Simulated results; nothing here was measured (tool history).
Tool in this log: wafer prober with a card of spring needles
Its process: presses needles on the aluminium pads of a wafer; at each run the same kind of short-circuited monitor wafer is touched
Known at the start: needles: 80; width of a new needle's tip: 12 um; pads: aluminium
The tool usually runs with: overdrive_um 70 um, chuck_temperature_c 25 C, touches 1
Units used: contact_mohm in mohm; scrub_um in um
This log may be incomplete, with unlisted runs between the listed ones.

{"run": 1, "day": 0.0, "overdrive_um": 70, "chuck_temperature_c": 25, "touches": 1, "contact_mohm": 179, "scrub_um": 8.75}
{"day": 0.092, "done": "tips cleaned on abrasive film"}
{"day": 0.329, "done": "tips cleaned on abrasive film"}
{"run": 2, "day": 0.329, "overdrive_um": 59, "chuck_temperature_c": 25, "touches": 1, "contact_mohm": 177, "scrub_um": 7.21}
{"run": 3, "day": 0.521, "overdrive_um": 59, "chuck_temperature_c": 25, "touches": 1, "contact_mohm": 193, "scrub_um": 7.2}
{"day": 0.55, "done": "tips cleaned on abrasive film"}
{"day": 0.754, "done": "tips cleaned on abrasive film"}
{"day": 0.967, "done": "tips cleaned on abrasive film"}
{"run": 4, "day": 0.967, "overdrive_um": 59, "chuck_temperature_c": 25, "touches": 1, "contact_mohm": 175, "scrub_um": 7.21}
{"day": 1.188, "done": "tips cleaned on abrasive film"}
{"run": 5, "day": 1.208, "overdrive_um": 59, "chuck_temperature_c": 25, "touches": 1, "contact_mohm": 176, "scrub_um": 7.2}
{"day": 1.417, "done": "tips cleaned on abrasive film"}
{"run": 6, "day": 1.621, "overdrive_um": 59, "chuck_temperature_c": 25, "touches": 1, "contact_mohm": 195, "scrub_um": 7.27}
{"day": 1.667, "done": "tips cleaned on abrasive film"}
{"run": 7, "day": 1.85, "overdrive_um": 59, "chuck_temperature_c": 25, "touches": 1, "contact_mohm": 193, "scrub_um": 7.18}
{"day": 1.875, "done": "tips cleaned on abrasive film"}
{"day": 2.079, "done": "tips cleaned on abrasive film"}
{"run": 8, "day": 2.279, "overdrive_um": 59, "chuck_temperature_c": 25, "touches": 2, "contact_mohm": 191, "scrub_um": 7.17}
{"day": 2.317, "done": "tips cleaned on abrasive film"}
{"day": 2.546, "done": "tips cleaned on abrasive film"}
{"run": 9, "day": 2.742, "overdrive_um": 59, "chuck_temperature_c": 25, "touches": 2, "contact_mohm": 184, "scrub_um": 7.12}
{"day": 2.762, "done": "tips cleaned on abrasive film"}
{"day": 2.975, "done": "tips cleaned on abrasive film"}
{"run": 10, "day": 3.054, "overdrive_um": 59, "chuck_temperature_c": 25, "touches": 2, "contact_mohm": 177, "scrub_um": 7.14}
{"day": 3.183, "done": "tips cleaned on abrasive film"}
{"run": 11, "day": 3.304, "overdrive_um": 59, "chuck_temperature_c": 25, "touches": 2, "contact_mohm": 182, "scrub_um": 7.11}
{"day": 3.388, "done": "tips cleaned on abrasive film"}
{"run": 12, "day": 3.5, "overdrive_um": 59, "chuck_temperature_c": 25, "touches": 2, "contact_mohm": 181, "scrub_um": 7.1}
{"day": 3.612, "done": "tips cleaned on abrasive film"}
{"run": 13, "day": 3.696, "overdrive_um": 70, "chuck_temperature_c": 27, "touches": 1, "contact_mohm": 179, "scrub_um": 8.6}
{"day": 3.821, "done": "tips cleaned on abrasive film"}
{"day": 4.046, "done": "tips cleaned on abrasive film"}
{"run": 14, "day": 4.154, "overdrive_um": 89, "chuck_temperature_c": 36, "touches": 1, "contact_mohm": 175, "scrub_um": 11.11}
{"day": 4.254, "done": "tips cleaned on abrasive film"}
{"day": 4.479, "done": "tips cleaned on abrasive film"}
{"run": 15, "day": 4.479, "overdrive_um": 72, "chuck_temperature_c": 25, "touches": 3, "contact_mohm": 169, "scrub_um": 8.83}
{"day": 4.696, "done": "tips cleaned on abrasive film"}
{"run": 16, "day": 4.742, "overdrive_um": 72, "chuck_temperature_c": 42, "touches": 2, "contact_mohm": 177, "scrub_um": 8.82}
{"day": 4.912, "done": "tips cleaned on abrasive film"}
{"day": 5.121, "done": "tips cleaned on abrasive film"}
{"run": 17, "day": 5.192, "overdrive_um": 72, "chuck_temperature_c": 42, "touches": 2, "contact_mohm": 176, "scrub_um": 8.76}
{"day": 5.354, "done": "tips cleaned on abrasive film"}
{"run": 18, "day": 5.5, "overdrive_um": 70, "chuck_temperature_c": 39, "touches": 2, "contact_mohm": 182, "scrub_um": 8.49}
{"day": 5.571, "done": "tips cleaned on abrasive film"}
{"day": 5.808, "done": "tips cleaned on abrasive film"}
{"run": 19, "day": 5.933, "overdrive_um": 70, "chuck_temperature_c": 39, "touches": 1, "contact_mohm": 187, "scrub_um": 8.55}
{"day": 6.021, "done": "tips cleaned on abrasive film"}
{"day": 6.262, "done": "tips cleaned on abrasive film"}
{"day": 6.371, "done": "height of the first contact set anew"}
{"run": 20, "day": 6.371, "overdrive_um": 70, "chuck_temperature_c": 39, "touches": 3, "contact_mohm": 177, "scrub_um": 9.15}
{"day": 6.517, "done": "tips cleaned on abrasive film"}
{"run": 21, "day": 6.696, "overdrive_um": 70, "chuck_temperature_c": 39, "touches": 3, "contact_mohm": 178, "scrub_um": 9.14}

5 ways to go on from here, each from the tool as it stands after run 21. What would each give?
{"day": 6.725, "done": "tips cleaned on abrasive film"}
{"day": 6.962, "done": "tips cleaned on abrasive film"}
{"run": "A", "day": 7.046, "overdrive_um": 76, "chuck_temperature_c": 39, "touches": 3, "contact_mohm": "?", "scrub_um": "?"}
{"day": 6.725, "done": "tips cleaned on abrasive film"}
{"day": 6.962, "done": "tips cleaned on abrasive film"}
{"run": "B", "day": 7.046, "overdrive_um": 70, "chuck_temperature_c": 75, "touches": 1, "contact_mohm": "?", "scrub_um": "?"}
{"day": 6.725, "done": "tips cleaned on abrasive film"}
{"day": 6.962, "done": "tips cleaned on abrasive film"}
{"run": "C", "day": 7.046, "overdrive_um": 84, "chuck_temperature_c": 82, "touches": 1, "contact_mohm": "?", "scrub_um": "?"}
{"day": 6.725, "done": "tips cleaned on abrasive film"}
{"day": 6.962, "done": "tips cleaned on abrasive film"}
{"run": "D", "day": 7.046, "overdrive_um": 86, "chuck_temperature_c": 25, "touches": 1, "contact_mohm": "?", "scrub_um": "?"}
{"day": 6.725, "done": "tips cleaned on abrasive film"}
{"day": 6.962, "done": "tips cleaned on abrasive film"}
{"run": "E", "day": 7.046, "overdrive_um": 61, "chuck_temperature_c": 33, "touches": 3, "contact_mohm": "?", "scrub_um": "?"}

run=A contact_mohm=176 scrub_um=9.92
run=B contact_mohm=187 scrub_um=9.19
run=C contact_mohm=182 scrub_um=10.99
run=D contact_mohm=172 scrub_um=11.25
run=E contact_mohm=180 scrub_um=7.96
Without the tool's hidden state the same runs would have given:
run=A contact_mohm=172 scrub_um=9.94
run=B contact_mohm=177 scrub_um=9.21
run=C contact_mohm=175 scrub_um=11.02
run=D contact_mohm=164 scrub_um=11.27
run=E contact_mohm=173 scrub_um=7.98

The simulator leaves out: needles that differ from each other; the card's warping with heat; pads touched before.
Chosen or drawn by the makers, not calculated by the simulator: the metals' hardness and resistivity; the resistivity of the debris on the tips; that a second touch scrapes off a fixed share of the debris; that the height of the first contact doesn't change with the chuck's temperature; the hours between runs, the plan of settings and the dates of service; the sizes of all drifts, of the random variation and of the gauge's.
